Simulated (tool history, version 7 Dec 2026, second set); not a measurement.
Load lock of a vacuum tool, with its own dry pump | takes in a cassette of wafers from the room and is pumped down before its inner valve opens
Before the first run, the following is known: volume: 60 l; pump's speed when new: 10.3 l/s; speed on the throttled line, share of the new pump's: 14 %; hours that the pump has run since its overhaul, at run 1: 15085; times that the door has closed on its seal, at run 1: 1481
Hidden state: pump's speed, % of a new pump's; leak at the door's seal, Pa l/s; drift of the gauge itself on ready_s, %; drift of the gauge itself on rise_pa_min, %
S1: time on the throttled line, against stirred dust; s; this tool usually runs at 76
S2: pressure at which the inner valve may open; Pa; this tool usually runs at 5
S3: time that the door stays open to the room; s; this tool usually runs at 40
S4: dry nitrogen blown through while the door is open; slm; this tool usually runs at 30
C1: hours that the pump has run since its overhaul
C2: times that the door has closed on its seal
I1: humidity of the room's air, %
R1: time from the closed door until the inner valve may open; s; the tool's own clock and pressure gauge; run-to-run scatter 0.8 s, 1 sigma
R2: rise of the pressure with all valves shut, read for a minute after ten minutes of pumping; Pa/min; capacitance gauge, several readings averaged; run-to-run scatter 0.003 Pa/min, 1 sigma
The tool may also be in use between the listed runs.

{"run": 1, "day": 0.0, "S1": 76, "S2": 5, "S3": 40, "S4": 30, "C1": 15085, "C2": 1481, "I1": 45.1, "R1": 123, "R2": 0.013}
{"run": 2, "day": 3.388, "S1": 76, "S2": 5, "S3": 40, "S4": 30, "C1": 15167, "C2": 1609, "I1": 44.8, "R1": 124, "R2": 0.019}
{"run": 3, "day": 6.596, "S1": 76, "S2": 5, "S3": 40, "S4": 30, "C1": 15244, "C2": 1730, "I1": 48.4, "R1": 123, "R2": 0.023}
{"run": 4, "day": 9.625, "S1": 76, "S2": 5, "S3": 40, "S4": 30, "C1": 15316, "C2": 1844, "I1": 47.4, "R1": 121.4, "R2": 0.023}
{"run": 5, "day": 11.925, "S1": 76, "S2": 5, "S3": 92, "S4": 30, "C1": 15372, "C2": 1931, "I1": 44.3, "R1": 122.5, "R2": 0.02}
{"run": 6, "day": 15.417, "S1": 76, "S2": 5, "S3": 92, "S4": 30, "C1": 15455, "C2": 2063, "I1": 47.3, "R1": 122, "R2": 0.029}
{"run": 7, "day": 17.75, "S1": 76, "S2": 5, "S3": 92, "S4": 30, "C1": 15511, "C2": 2151, "I1": 46.8, "R1": 124, "R2": 0.024}
{"run": 8, "day": 21.35, "S1": 76, "S2": 5, "S3": 92, "S4": 30, "C1": 15598, "C2": 2287, "I1": 48.4, "R1": 124.3, "R2": 0.021}
{"run": 9, "day": 24.217, "S1": 76, "S2": 5, "S3": 92, "S4": 30, "C1": 15667, "C2": 2395, "I1": 46, "R1": 124.5, "R2": 0.027}
{"run": 10, "day": 26.771, "S1": 76, "S2": 5, "S3": 92, "S4": 30, "C1": 15728, "C2": 2492, "I1": 44.9, "R1": 122.7, "R2": 0.026}
{"run": 11, "day": 31.15, "S1": 76, "S2": 5, "S3": 40, "S4": 30, "C1": 15833, "C2": 2657, "I1": 49.8, "R1": 124, "R2": 0.011}
{"run": 12, "day": 32.95, "S1": 76, "S2": 6, "S3": 40, "S4": 30, "C1": 15876, "C2": 2725, "I1": 42.9, "R1": 122.1, "R2": 0.013}
{"run": 13, "day": 36.071, "S1": 76, "S2": 6, "S3": 104, "S4": 30, "C1": 15951, "C2": 2843, "I1": 44.5, "R1": 123.6, "R2": 0.019}
{"day": 39.033, "done": "dry pump taken out, an overhauled one fitted"}
{"run": 14, "day": 39.842, "S1": 76, "S2": 6, "S3": 104, "S4": 30, "C1": 19, "C2": 2976, "I1": 44.6, "R1": 122.6, "R2": 0.022}
{"run": 15, "day": 42.012, "S1": 76, "S2": 5, "S3": 40, "S4": 30, "C1": 72, "C2": 3058, "I1": 46.4, "R1": 122.4, "R2": 0.019}
{"run": 16, "day": 44.0, "S1": 76, "S2": 5, "S3": 40, "S4": 30, "C1": 119, "C2": 3133, "I1": 46.2, "R1": 122.7, "R2": 0.016}
{"run": 17, "day": 47.329, "S1": 76, "S2": 7, "S3": 40, "S4": 30, "C1": 199, "C2": 3258, "I1": 49.8, "R1": 122.2, "R2": 0.016}
{"run": 18, "day": 51.104, "S1": 76, "S2": 7, "S3": 40, "S4": 30, "C1": 290, "C2": 3401, "I1": 45.6, "R1": 121.7, "R2": 0.015}
{"run": 19, "day": 54.079, "S1": 76, "S2": 7, "S3": 40, "S4": 30, "C1": 361, "C2": 3513, "I1": 46.4, "R1": 120.5, "R2": 0.017}
{"run": 20, "day": 58.521, "S1": 76, "S2": 7, "S3": 40, "S4": 30, "C1": 468, "C2": 3681, "I1": 49.1, "R1": 121.6, "R2": 0.017}
{"run": 21, "day": 62.308, "S1": 76, "S2": 7, "S3": 40, "S4": 30, "C1": 559, "C2": 3824, "I1": 43.3, "R1": 121.1, "R2": 0.015}
{"run": 22, "day": 66.704, "S1": 76, "S2": 7, "S3": 40, "S4": 30, "C1": 664, "C2": 3990, "I1": 44.6, "R1": 120.8, "R2": 0.018}
{"run": 23, "day": 69.358, "S1": 76, "S2": 7, "S3": 40, "S4": 30, "C1": 728, "C2": 4090, "I1": 45.8, "R1": 121.4, "R2": 0.022}
{"run": 24, "day": 73.258, "S1": 103, "S2": 6, "S3": 40, "S4": 28, "C1": 821, "C2": 4237, "I1": 46.2, "R1": 145.2, "R2": 0.016}
{"run": 25, "day": 75.783, "S1": 40, "S2": 5, "S3": 45, "S4": 30, "C1": 882, "C2": 4333, "I1": 43.6, "R1": 93, "R2": 0.01}
{"run": 26, "day": 77.888, "S1": 76, "S2": 7, "S3": 229, "S4": 21, "C1": 933, "C2": 4412, "I1": 49.1, "R1": 122, "R2": 0.043}
{"run": 27, "day": 82.171, "S1": 76, "S2": 7, "S3": 229, "S4": 21, "C1": 1035, "C2": 4574, "I1": 46.6, "R1": 120.5, "R2": 0.044}
{"run": 28, "day": 85.179, "S1": 82, "S2": 4, "S3": 26, "S4": 8, "C1": 1107, "C2": 4688, "I1": 48.7, "R1": 129.8, "R2": 0.027}
{"run": 29, "day": 88.425, "S1": 76, "S2": 5, "S3": 82, "S4": 22, "C1": 1185, "C2": 4810, "I1": 44.7, "R1": 122, "R2": 0.027}

What does the tool deliver on the next run?
{"run": 30, "day": 92.65, "S1": 76, "S2": 5, "S3": 82, "S4": 22, "C1": 1287, "C2": 4970, "I1": 45.7, "R1": "?", "R2": "?"}

Run 30 came out at R1 125.1 s, R2 0.027 Pa/min.
Without the tool's hidden state the same run would have given R1 125.1 s, R2 0.027 Pa/min.

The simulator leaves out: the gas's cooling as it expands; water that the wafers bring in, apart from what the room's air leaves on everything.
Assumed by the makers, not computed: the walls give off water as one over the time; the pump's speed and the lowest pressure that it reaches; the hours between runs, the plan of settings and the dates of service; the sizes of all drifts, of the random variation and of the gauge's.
